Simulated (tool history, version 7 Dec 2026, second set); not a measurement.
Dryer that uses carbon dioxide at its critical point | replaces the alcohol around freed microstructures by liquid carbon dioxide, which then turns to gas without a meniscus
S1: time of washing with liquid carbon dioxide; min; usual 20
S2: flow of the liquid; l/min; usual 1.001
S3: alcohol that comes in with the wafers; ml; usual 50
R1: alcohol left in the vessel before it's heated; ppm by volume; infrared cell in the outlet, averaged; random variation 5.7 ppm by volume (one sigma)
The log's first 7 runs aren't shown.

run,hour,S1,S2,S3,R1
8,132.2,20,1.001,50,424
9,151.9,20,1.001,50,455
10,166.3,20,1.001,50,425
11,179.8,20,1.001,52,473
12,200.2,20,1.001,52,480
13,219,20,0.8,50,793
14,231.8,20,1.001,50,475
15,249.4,20,1.001,50,494
16,270.1,20,1.001,50,510
17,291.6,20,0.63,50,1487
18,309.2,20,0.63,50,1470
19,327.3,20,1.001,50,515
20,339.4,20,1.3,50,329
21,352.9,20,1.3,50,323
22,362.9,20,1.3,50,334
23,381.5,20,1.3,50,346
24,400.2,20,1.3,50,345
25,410.9,20,1.3,50,346
26,434.6,27,1.32,82,290
# hour 442.1: inlet filter changed
27,453.9,20,1.001,86,553
28,467.7,13,0.89,45,1236
29,485.8,27,1.42,30,266
30,496.5,27,1.42,30,268

The next listed run, before its measurement:
31,520,20,1.001,26,?

{"run 31": {"R1": 364}}
Without the tool's hidden state the same run would have given R1 97 ppm by volume.
